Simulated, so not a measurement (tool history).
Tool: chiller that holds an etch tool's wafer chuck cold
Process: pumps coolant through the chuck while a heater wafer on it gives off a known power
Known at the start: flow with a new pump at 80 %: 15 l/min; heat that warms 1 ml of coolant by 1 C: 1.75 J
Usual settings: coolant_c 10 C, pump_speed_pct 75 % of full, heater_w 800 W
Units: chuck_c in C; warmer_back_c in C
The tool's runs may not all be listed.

Run 1, day 0: usual settings. Result: chuck_c 20.6 C, warmer_back_c 1.99 C.
Run 2, day 2.021: usual settings. Result: chuck_c 20.5 C, warmer_back_c 2.01 C.
Run 3, day 4.171: usual settings. Result: chuck_c 20.7 C, warmer_back_c 1.97 C.
Run 4, day 5.617: usual settings. Result: chuck_c 20.7 C, warmer_back_c 1.98 C.
Run 5, day 7.104: usual settings but pump_speed_pct 93 % of full. Result: chuck_c 19.2 C, warmer_back_c 1.57 C.
Run 6, day 8.954: usual settings but pump_speed_pct 93 % of full. Result: chuck_c 19.1 C, warmer_back_c 1.6 C.
Run 7, day 11.033: usual settings but pump_speed_pct 93 % of full. Result: chuck_c 19.1 C, warmer_back_c 1.62 C.
Run 8, day 13.246: usual settings but pump_speed_pct 93 % of full. Result: chuck_c 19.1 C, warmer_back_c 1.59 C.
Run 9, day 15.362: usual settings but pump_speed_pct 93 % of full. Result: chuck_c 19.2 C, warmer_back_c 1.6 C.
At day 15.721: coolant pump overhauled.
Run 10, day 16.525: usual settings but pump_speed_pct 65 % of full. Result: chuck_c 22 C, warmer_back_c 2.41 C.
Run 11, day 17.662: usual settings but heater_w 586 W. Result: chuck_c 18.1 C, warmer_back_c 1.51 C.
Run 12, day 18.917: usual settings but heater_w 586 W. Result: chuck_c 18 C, warmer_back_c 1.56 C.
Run 13, day 20.817: usual settings but pump_speed_pct 89 % of full. Result: chuck_c 19.6 C, warmer_back_c 1.71 C.
Run 14, day 22.158: usual settings but pump_speed_pct 89 % of full. Result: chuck_c 19.8 C, warmer_back_c 1.72 C.
At day 23.288: coolant pump overhauled, once more.
Run 15, day 23.446: usual settings. Result: chuck_c 20.6 C, warmer_back_c 2 C.
Run 16, day 24.842: usual settings but coolant_c 12 C, heater_w 528 W. Result: chuck_c 19.3 C, warmer_back_c 1.28 C.
Run 17, day 26.279: usual settings but coolant_c 15 C, pump_speed_pct 99 % of full, heater_w 495 W. Result: chuck_c 20.4 C, warmer_back_c 0.89 C.
Run 18, day 27.375: usual settings but coolant_c 15 C, pump_speed_pct 99 % of full, heater_w 495 W. Result: chuck_c 20.4 C, warmer_back_c 0.9 C.
Run 19, day 28.625: usual settings but coolant_c 1 C, pump_speed_pct 77 % of full, heater_w 452 W. Result: chuck_c 7.1 C, warmer_back_c 1.12 C.
Run 20, day 30.592: usual settings but pump_speed_pct 92 % of full. Result: chuck_c 19.3 C, warmer_back_c 1.61 C.
Run 21, day 32.196: usual settings but coolant_c 18 C, heater_w 987 W. Result: chuck_c 31.1 C, warmer_back_c 2.52 C.
Run 22, day 34.417: usual settings but coolant_c 18 C, heater_w 987 W. Result: chuck_c 31.2 C, warmer_back_c 2.47 C.
Run 23, day 35.867: usual settings but coolant_c 3 C, pump_speed_pct 77 % of full. Result: chuck_c 13.7 C, warmer_back_c 1.96 C.
Run 24, day 36.921: usual settings but pump_speed_pct 63 % of full, heater_w 976 W. Result: chuck_c 24.9 C, warmer_back_c 2.92 C.
Run 25, day 38.162: usual settings but coolant_c 2 C, pump_speed_pct 71 % of full, heater_w 994 W. Result: chuck_c 15.8 C, warmer_back_c 2.61 C.
Run 26, day 40.429: usual settings but coolant_c 13 C, pump_speed_pct 92 % of full, heater_w 634 W. Result: chuck_c 20.4 C, warmer_back_c 1.25 C.
Run 27, day 42.7: usual settings but coolant_c 13 C, pump_speed_pct 92 % of full, heater_w 634 W. Result: chuck_c 20.4 C, warmer_back_c 1.27 C.
Run 28, day 44.321: usual settings but coolant_c 17 C, pump_speed_pct 76 % of full, heater_w 1198 W. Result: chuck_c 32.8 C, warmer_back_c 2.9 C.
Run 29, day 45.904: usual settings but coolant_c 17 C, pump_speed_pct 76 % of full, heater_w 1198 W. Result: chuck_c 32.9 C, warmer_back_c 2.98 C.

5 ways to go on from here, each from the tool as it stands after run 29. What would each give?
Run A, day 47.6: usual settings but coolant_c 17 C, pump_speed_pct 82 % of full, heater_w 1198 W. Result: chuck_c ?, warmer_back_c ?.
Run B, day 47.6: usual settings but pump_speed_pct 76 % of full, heater_w 971 W. Result: chuck_c ?, warmer_back_c ?.
Run C, day 47.6: usual settings but pump_speed_pct 79 % of full, heater_w 467 W. Result: chuck_c ?, warmer_back_c ?.
Run D, day 47.6: usual settings but coolant_c 17 C, pump_speed_pct 100 % of full, heater_w 1198 W. Result: chuck_c ?, warmer_back_c ?.
Run E, day 47.6: usual settings but coolant_c 11 C, pump_speed_pct 73 % of full, heater_w 517 W. Result: chuck_c ?, warmer_back_c ?.

run  chuck_c  warmer_back_c
  A     32.4           2.71
  B     22.9            2.4
  C     16.2           1.08
  D     30.3           2.13
  E     18.2           1.38
Without the tool's hidden state the same runs would have given:
run  chuck_c  warmer_back_c
  A     30.2           2.67
  B     21.1           2.37
  C     15.2           1.06
  D     28.5            2.1
  E     17.1           1.36

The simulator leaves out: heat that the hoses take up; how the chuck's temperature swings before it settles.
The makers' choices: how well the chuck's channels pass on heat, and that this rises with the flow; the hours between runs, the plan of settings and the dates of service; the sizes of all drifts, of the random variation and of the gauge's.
